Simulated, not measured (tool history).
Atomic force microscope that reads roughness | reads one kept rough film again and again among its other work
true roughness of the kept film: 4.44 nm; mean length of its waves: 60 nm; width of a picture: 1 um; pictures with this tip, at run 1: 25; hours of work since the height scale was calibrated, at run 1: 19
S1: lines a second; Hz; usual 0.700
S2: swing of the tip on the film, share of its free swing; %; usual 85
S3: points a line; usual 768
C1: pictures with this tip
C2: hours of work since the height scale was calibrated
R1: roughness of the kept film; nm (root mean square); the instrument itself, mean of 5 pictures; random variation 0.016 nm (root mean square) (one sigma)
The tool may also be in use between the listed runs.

| run | hour | S1 | S2 | S3 | C1 | C2 | R1 |
|---|---|---|---|---|---|---|---|
| 1 | 0.0 | 0.700 | 85 | 768 | 25 | 19 | 3.801 |
| 2 | 4.9 | 0.700 | 85 | 768 | 37 | 23 | 3.760 |
| 3 | 17.0 | 0.700 | 81 | 768 | 68 | 31 | 3.736 |
| 4 | 23.7 | 0.700 | 85 | 768 | 84 | 36 | 3.612 |
| 5 | 32.2 | 1.093 | 85 | 768 | 106 | 42 | 3.382 |
| 6 | 38.7 | 0.700 | 85 | 768 | 122 | 47 | 3.500 |
|  | 40.4 | height scale calibrated on a step standard |
| 7 | 46.3 | 0.700 | 85 | 768 | 139 | 4 | 3.440 |
|  | 54.0 | new tip fitted |
| 8 | 56.6 | 0.700 | 85 | 768 | 6 | 11 | 3.873 |
|  | 58.2 | height scale calibrated on a step standard, once more |
| 9 | 66.7 | 1.621 | 56 | 274 | 29 | 6 | 4.001 |
| 10 | 73.2 | 0.698 | 80 | 772 | 46 | 11 | 3.817 |
| 11 | 84.2 | 1.796 | 62 | 510 | 73 | 19 | 3.740 |
| 12 | 90.1 | 1.796 | 62 | 510 | 88 | 23 | 3.688 |
| 13 | 100.6 | 1.041 | 56 | 263 | 115 | 31 | 3.734 |

The next listed run, before its measurement:
| 14 | 105.7 | 2.236 | 56 | 263 | 127 | 34 | ? |

R1: 3.579 nm (root mean square)
Without the tool's hidden state the same run would have given R1 4.003 nm (root mean square).
